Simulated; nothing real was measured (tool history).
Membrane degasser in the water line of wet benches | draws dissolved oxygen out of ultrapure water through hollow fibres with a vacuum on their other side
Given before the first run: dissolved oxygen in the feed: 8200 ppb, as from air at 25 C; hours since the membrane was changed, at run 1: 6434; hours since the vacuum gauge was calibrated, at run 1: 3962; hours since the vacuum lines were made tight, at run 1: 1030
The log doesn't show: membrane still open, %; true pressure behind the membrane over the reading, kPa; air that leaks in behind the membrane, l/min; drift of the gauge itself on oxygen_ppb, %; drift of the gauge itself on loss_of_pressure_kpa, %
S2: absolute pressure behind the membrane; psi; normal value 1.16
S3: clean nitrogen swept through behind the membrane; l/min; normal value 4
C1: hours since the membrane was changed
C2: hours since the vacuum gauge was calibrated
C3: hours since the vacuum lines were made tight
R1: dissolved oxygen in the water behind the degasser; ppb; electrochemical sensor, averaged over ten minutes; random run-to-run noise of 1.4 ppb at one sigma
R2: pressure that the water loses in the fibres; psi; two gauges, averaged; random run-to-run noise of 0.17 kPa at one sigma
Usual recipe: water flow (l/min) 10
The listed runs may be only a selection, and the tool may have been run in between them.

Run 1, hour 0: usual settings; C1 6434; C2 3962; C3 1030. Result: R1 168.4 ppb, R2 4.544 psi.
Run 2, hour 267.2: usual settings; C1 6701; C2 4229; C3 1297. Result: R1 168.6 ppb, R2 4.577 psi.
Run 3, hour 488.5: usual settings; C1 6922; C2 4450; C3 1518. Result: R1 168 ppb, R2 4.576 psi.
At hour 541.6: vacuum gauge calibrated.
Run 4, hour 644.1: usual settings; C1 7077; C2 103; C3 1674. Result: R1 172.7 ppb, R2 4.569 psi.
Run 5, hour 963.7: usual settings; C1 7397; C2 422; C3 1993. Result: R1 173.3 ppb, R2 4.603 psi.
Run 6, hour 1157.5: usual settings; C1 7591; C2 616; C3 2187. Result: R1 173.1 ppb, R2 4.592 psi.
Run 7, hour 1472.7: usual settings; C1 7906; C2 931; C3 2502. Result: R1 177.5 ppb, R2 4.627 psi.
Run 8, hour 1708.4: usual settings but water flow (l/min) 7; C1 8142; C2 1167; C3 2738. Result: R1 81 ppb, R2 3.221 psi.
Run 9, hour 2013.1: usual settings but water flow (l/min) 7, S2 1.137 psi; C1 8447; C2 1472; C3 3043. Result: R1 79.2 ppb, R2 3.182 psi.
Run 10, hour 2212.6: usual settings but water flow (l/min) 7, S2 1.137 psi; C1 8646; C2 1671; C3 3242. Result: R1 80.4 ppb, R2 3.258 psi.
At hour 2362.4: vacuum gauge calibrated, once more.
Run 11, hour 2544.5: usual settings; C1 8977; C2 182; C3 3574. Result: R1 178.7 ppb, R2 4.664 psi.
Run 12, hour 2709.6: usual settings; C1 9142; C2 347; C3 3739. Result: R1 181.2 ppb, R2 4.683 psi.
Run 13, hour 2989.5: usual settings but S3 9.14 l/min; C1 9422; C2 627; C3 4018. Result: R1 164.2 ppb, R2 4.685 psi.
Run 14, hour 3285.4: usual settings but S3 10.24 l/min; C1 9718; C2 923; C3 4314. Result: R1 165.6 ppb, R2 4.677 psi.
Run 15, hour 3593.4: usual settings but S3 10.24 l/min; C1 10026; C2 1231; C3 4622. Result: R1 169.2 ppb, R2 4.691 psi.
Run 16, hour 3851.5: usual settings but water flow (l/min) 13; C1 10284; C2 1489; C3 4881. Result: R1 320.5 ppb, R2 6.102 psi.
Run 17, hour 4129.3: usual settings but water flow (l/min) 13; C1 10562; C2 1767; C3 5158. Result: R1 316.2 ppb, R2 6.152 psi.
Run 18, hour 4286: usual settings but water flow (l/min) 13; C1 10719; C2 1924; C3 5315. Result: R1 317.2 ppb, R2 6.138 psi.
At hour 4399.3: seals of the vacuum lines changed.
Run 19, hour 4527.4: usual settings but water flow (l/min) 13, S2 0.718 psi; C1 10958; C2 2163; C3 128. Result: R1 295.2 ppb, R2 6.11 psi.
Run 20, hour 4761.2: usual settings but water flow (l/min) 12, S3 7.76 l/min; C1 11192; C2 2397; C3 362. Result: R1 257.8 ppb, R2 5.661 psi.
At hour 4890.2: membrane cartridge changed.
Run 21, hour 5008.9: usual settings but S2 0.951 psi, S3 4.33 l/min; C1 119; C2 2641; C3 606. Result: R1 129.8 ppb, R2 4.305 psi.
Run 22, hour 5242: usual settings but S2 1.487 psi; C1 352; C2 2874; C3 839. Result: R1 155.8 ppb, R2 4.316 psi.
Run 23, hour 5512.5: usual settings but water flow (l/min) 12, S3 9.42 l/min; C1 622; C2 3144; C3 1109. Result: R1 189.7 ppb, R2 5.211 psi.
Run 24, hour 5740.3: usual settings but water flow (l/min) 6; C1 850; C2 3372; C3 1337. Result: R1 44.3 ppb, R2 2.634 psi.
Run 25, hour 5899.4: usual settings but water flow (l/min) 6, S2 0.844 psi, S3 2.89 l/min; C1 1009; C2 3531; C3 1496. Result: R1 40.5 ppb, R2 2.628 psi.
Run 26, hour 6076.6: usual settings but water flow (l/min) 15, S3 4.63 l/min; C1 1186; C2 3708; C3 1673. Result: R1 325.1 ppb, R2 6.537 psi.
Run 27, hour 6327.2: usual settings but S2 2.664 psi, S3 6.06 l/min; C1 1437; C2 3959; C3 1924. Result: R1 178.8 ppb, R2 4.338 psi.
Run 28, hour 6497.3: usual settings but S2 0.698 psi, S3 3.91 l/min; C1 1607; C2 4129; C3 2094. Result: R1 129.2 ppb, R2 4.37 psi.
Run 29, hour 6679.2: usual settings but S2 0.698 psi, S3 3.91 l/min; C1 1789; C2 4311; C3 2276. Result: R1 127.2 ppb, R2 4.36 psi.
At hour 6868.7: vacuum gauge calibrated.
Run 30, hour 7022.7: usual settings but S2 0.793 psi, S3 7.3 l/min; C1 2132; C2 154; C3 2619. Result: R1 126.8 ppb, R2 4.373 psi.
Run 31, hour 7319.2: usual settings but S2 2.113 psi, S3 2.42 l/min; C1 2428; C2 451; C3 2915. Result: R1 235.5 ppb, R2 4.37 psi.

Branching from run 31: 3 alternative next runs. What would each branch give?
Run A, hour 7643.4: usual settings but water flow (l/min) 12, S2 1.923 psi, S3 2.42 l/min; C1 2753; C2 775; C3 3240. Result: R1 ?, R2 ?.
Run B, hour 7643.4: usual settings but water flow (l/min) 13, S2 2.274 psi, S3 11.81 l/min; C1 2753; C2 775; C3 3240. Result: R1 ?, R2 ?.
Run C, hour 7643.4: usual settings but S2 1.637 psi; C1 2753; C2 775; C3 3240. Result: R1 ?, R2 ?.

run     R1     R2
  A  307.1  5.345
  B  251.7  5.777
  C  171.1  4.389
With no hidden state in the tool, these same runs would have given:
run     R1     R2
  A  286.7   5.23
  B  233.3  5.651
  C  157.4  4.293
